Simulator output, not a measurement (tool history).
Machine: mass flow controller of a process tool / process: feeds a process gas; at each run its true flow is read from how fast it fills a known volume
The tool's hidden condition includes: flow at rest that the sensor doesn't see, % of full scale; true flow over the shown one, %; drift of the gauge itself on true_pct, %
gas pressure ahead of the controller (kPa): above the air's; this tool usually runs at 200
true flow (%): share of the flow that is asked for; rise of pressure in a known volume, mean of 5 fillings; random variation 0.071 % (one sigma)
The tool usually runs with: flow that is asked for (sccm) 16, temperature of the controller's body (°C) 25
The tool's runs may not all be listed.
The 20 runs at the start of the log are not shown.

run,hour,flow that is asked for (sccm),gas pressure ahead of the controller (kPa),temperature of the controller's body (°C),hours of work since the controller was set to zero,hours of work since the controller was changed,true flow (%)
21,4310.6,9,168,32,643,5016,97.65
22,4439.1,5,191,26,710,5083,97.60
23,4742.1,5,153,28,867,5240,97.70
24,5014.3,3,143,26,1009,5381,97.44
25,5257.6,16,152,25,1135,5508,98.98
26,5461.6,7,200,25,1241,5614,97.72
27,5604.0,4,145,25,1315,5688,97.74
28,5789.1,4,145,25,1411,5784,97.62
29,6004.5,4,145,25,1523,5896,97.41
30,6317.5,5,145,25,1686,6058,97.81

What if the next run were any one of these 5? Each begins from the tool's condition after run 30:
A,6445.8,16,191,34,1752,6125,?
B,6445.8,2,188,24,1752,6125,?
C,6445.8,16,195,25,1752,6125,?
D,6445.8,2,146,25,1752,6125,?
E,6445.8,11,199,25,1752,6125,?

run,true flow (%)
A,97.38
B,96.06
C,98.55
D,96.39
E,98.02
Without the tool's unlogged condition, the same runs would have read:
run,true flow (%)
A,98.69
B,99.04
C,99.86
D,99.37
E,99.44
